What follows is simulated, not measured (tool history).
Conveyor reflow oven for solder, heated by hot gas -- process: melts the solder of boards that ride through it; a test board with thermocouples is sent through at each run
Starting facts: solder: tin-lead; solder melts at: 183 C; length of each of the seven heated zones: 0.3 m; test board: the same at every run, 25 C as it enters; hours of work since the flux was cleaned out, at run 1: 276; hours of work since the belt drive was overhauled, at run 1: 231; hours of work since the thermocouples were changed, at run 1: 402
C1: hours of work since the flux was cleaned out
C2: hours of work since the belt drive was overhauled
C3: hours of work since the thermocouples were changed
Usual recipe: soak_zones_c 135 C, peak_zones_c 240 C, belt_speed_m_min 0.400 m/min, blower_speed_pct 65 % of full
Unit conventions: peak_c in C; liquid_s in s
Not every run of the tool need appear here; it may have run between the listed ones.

{"run": 1, "hour": 0.0, "soak_zones_c": 135, "peak_zones_c": 240, "belt_speed_m_min": 0.4, "blower_speed_pct": 65, "C1": 276, "C2": 231, "C3": 402, "peak_c": 226.8, "liquid_s": 74.5}
{"hour": 13.0, "done": "flux residue cleaned out of gas plates and filters"}
{"run": 2, "hour": 17.1, "soak_zones_c": 138, "peak_zones_c": 240, "belt_speed_m_min": 0.4, "blower_speed_pct": 65, "C1": 2, "C2": 237, "C3": 409, "peak_c": 227.1, "liquid_s": 76.1}
{"run": 3, "hour": 27.9, "soak_zones_c": 147, "peak_zones_c": 240, "belt_speed_m_min": 0.4, "blower_speed_pct": 65, "C1": 8, "C2": 243, "C3": 415, "peak_c": 228.0, "liquid_s": 80.6}
{"run": 4, "hour": 35.3, "soak_zones_c": 143, "peak_zones_c": 240, "belt_speed_m_min": 0.4, "blower_speed_pct": 65, "C1": 12, "C2": 247, "C3": 419, "peak_c": 227.7, "liquid_s": 78.2}
{"run": 5, "hour": 45.8, "soak_zones_c": 135, "peak_zones_c": 240, "belt_speed_m_min": 0.4, "blower_speed_pct": 53, "C1": 18, "C2": 253, "C3": 424, "peak_c": 223.3, "liquid_s": 71.6}
{"run": 6, "hour": 58.3, "soak_zones_c": 135, "peak_zones_c": 240, "belt_speed_m_min": 0.4, "blower_speed_pct": 65, "C1": 25, "C2": 259, "C3": 431, "peak_c": 226.6, "liquid_s": 74.5}
{"run": 7, "hour": 67.9, "soak_zones_c": 135, "peak_zones_c": 240, "belt_speed_m_min": 0.389, "blower_speed_pct": 65, "C1": 30, "C2": 265, "C3": 436, "peak_c": 227.2, "liquid_s": 77.4}
{"run": 8, "hour": 76.6, "soak_zones_c": 135, "peak_zones_c": 240, "belt_speed_m_min": 0.4, "blower_speed_pct": 65, "C1": 34, "C2": 269, "C3": 441, "peak_c": 226.5, "liquid_s": 74.5}
{"run": 9, "hour": 83.0, "soak_zones_c": 135, "peak_zones_c": 240, "belt_speed_m_min": 0.4, "blower_speed_pct": 65, "C1": 38, "C2": 273, "C3": 445, "peak_c": 226.5, "liquid_s": 74.5}
{"run": 10, "hour": 88.6, "soak_zones_c": 135, "peak_zones_c": 240, "belt_speed_m_min": 0.4, "blower_speed_pct": 65, "C1": 41, "C2": 276, "C3": 448, "peak_c": 226.4, "liquid_s": 74.6}
{"run": 11, "hour": 94.2, "soak_zones_c": 135, "peak_zones_c": 234, "belt_speed_m_min": 0.4, "blower_speed_pct": 65, "C1": 44, "C2": 279, "C3": 451, "peak_c": 221.1, "liquid_s": 70.6}
{"run": 12, "hour": 105.5, "soak_zones_c": 135, "peak_zones_c": 240, "belt_speed_m_min": 0.4, "blower_speed_pct": 54, "C1": 50, "C2": 285, "C3": 457, "peak_c": 223.4, "liquid_s": 72.1}
{"run": 13, "hour": 114.5, "soak_zones_c": 135, "peak_zones_c": 240, "belt_speed_m_min": 0.4, "blower_speed_pct": 54, "C1": 55, "C2": 290, "C3": 462, "peak_c": 223.7, "liquid_s": 71.8}
{"run": 14, "hour": 120.1, "soak_zones_c": 135, "peak_zones_c": 240, "belt_speed_m_min": 0.4, "blower_speed_pct": 54, "C1": 58, "C2": 293, "C3": 465, "peak_c": 223.0, "liquid_s": 72.1}
{"run": 15, "hour": 130.9, "soak_zones_c": 135, "peak_zones_c": 240, "belt_speed_m_min": 0.4, "blower_speed_pct": 54, "C1": 64, "C2": 299, "C3": 471, "peak_c": 223.9, "liquid_s": 71.9}
{"run": 16, "hour": 141.0, "soak_zones_c": 135, "peak_zones_c": 240, "belt_speed_m_min": 0.4, "blower_speed_pct": 54, "C1": 69, "C2": 304, "C3": 476, "peak_c": 223.5, "liquid_s": 72.2}
{"run": 17, "hour": 147.3, "soak_zones_c": 136, "peak_zones_c": 241, "belt_speed_m_min": 0.399, "blower_speed_pct": 54, "C1": 73, "C2": 308, "C3": 479, "peak_c": 224.9, "liquid_s": 73.3}
{"run": 18, "hour": 156.5, "soak_zones_c": 136, "peak_zones_c": 238, "belt_speed_m_min": 0.391, "blower_speed_pct": 54, "C1": 78, "C2": 313, "C3": 484, "peak_c": 222.8, "liquid_s": 73.5}
{"run": 19, "hour": 166.5, "soak_zones_c": 146, "peak_zones_c": 238, "belt_speed_m_min": 0.391, "blower_speed_pct": 89, "C1": 83, "C2": 318, "C3": 490, "peak_c": 230.4, "liquid_s": 83.8}
{"run": 20, "hour": 174.0, "soak_zones_c": 126, "peak_zones_c": 238, "belt_speed_m_min": 0.391, "blower_speed_pct": 63, "C1": 87, "C2": 322, "C3": 494, "peak_c": 223.3, "liquid_s": 70.8}
{"run": 21, "hour": 182.1, "soak_zones_c": 126, "peak_zones_c": 238, "belt_speed_m_min": 0.391, "blower_speed_pct": 63, "C1": 92, "C2": 326, "C3": 498, "peak_c": 223.6, "liquid_s": 71.1}
{"run": 22, "hour": 190.4, "soak_zones_c": 133, "peak_zones_c": 253, "belt_speed_m_min": 0.4, "blower_speed_pct": 65, "C1": 96, "C2": 331, "C3": 503, "peak_c": 238.8, "liquid_s": 81.2}
{"run": 23, "hour": 197.7, "soak_zones_c": 133, "peak_zones_c": 253, "belt_speed_m_min": 0.4, "blower_speed_pct": 65, "C1": 100, "C2": 335, "C3": 507, "peak_c": 238.4, "liquid_s": 81.2}
{"run": 24, "hour": 203.4, "soak_zones_c": 133, "peak_zones_c": 253, "belt_speed_m_min": 0.4, "blower_speed_pct": 65, "C1": 103, "C2": 338, "C3": 510, "peak_c": 238.1, "liquid_s": 81.0}
{"run": 25, "hour": 214.2, "soak_zones_c": 133, "peak_zones_c": 253, "belt_speed_m_min": 0.4, "blower_speed_pct": 65, "C1": 109, "C2": 344, "C3": 516, "peak_c": 238.5, "liquid_s": 81.0}
{"run": 26, "hour": 222.0, "soak_zones_c": 126, "peak_zones_c": 235, "belt_speed_m_min": 0.386, "blower_speed_pct": 56, "C1": 113, "C2": 348, "C3": 520, "peak_c": 219.4, "liquid_s": 68.0}
{"run": 27, "hour": 227.3, "soak_zones_c": 123, "peak_zones_c": 243, "belt_speed_m_min": 0.451, "blower_speed_pct": 76, "C1": 116, "C2": 351, "C3": 523, "peak_c": 226.9, "liquid_s": 62.0}
{"run": 28, "hour": 236.0, "soak_zones_c": 123, "peak_zones_c": 243, "belt_speed_m_min": 0.451, "blower_speed_pct": 60, "C1": 121, "C2": 356, "C3": 528, "peak_c": 221.6, "liquid_s": 58.1}
{"run": 29, "hour": 247.7, "soak_zones_c": 123, "peak_zones_c": 240, "belt_speed_m_min": 0.451, "blower_speed_pct": 52, "C1": 127, "C2": 362, "C3": 534, "peak_c": 215.9, "liquid_s": 53.1}
{"run": 30, "hour": 255.4, "soak_zones_c": 123, "peak_zones_c": 240, "belt_speed_m_min": 0.451, "blower_speed_pct": 52, "C1": 131, "C2": 366, "C3": 538, "peak_c": 216.3, "liquid_s": 53.0}

What differs in the tool's unlogged condition from the final listed run ahead of each entry between runs to the first listed run following it?
Logged between run 1 and run 2: flux residue cleaned out of gas plates and filters (hour 13.0)
  heat that the gas passes to the board, % of a clean oven's: 99.8 -> 100
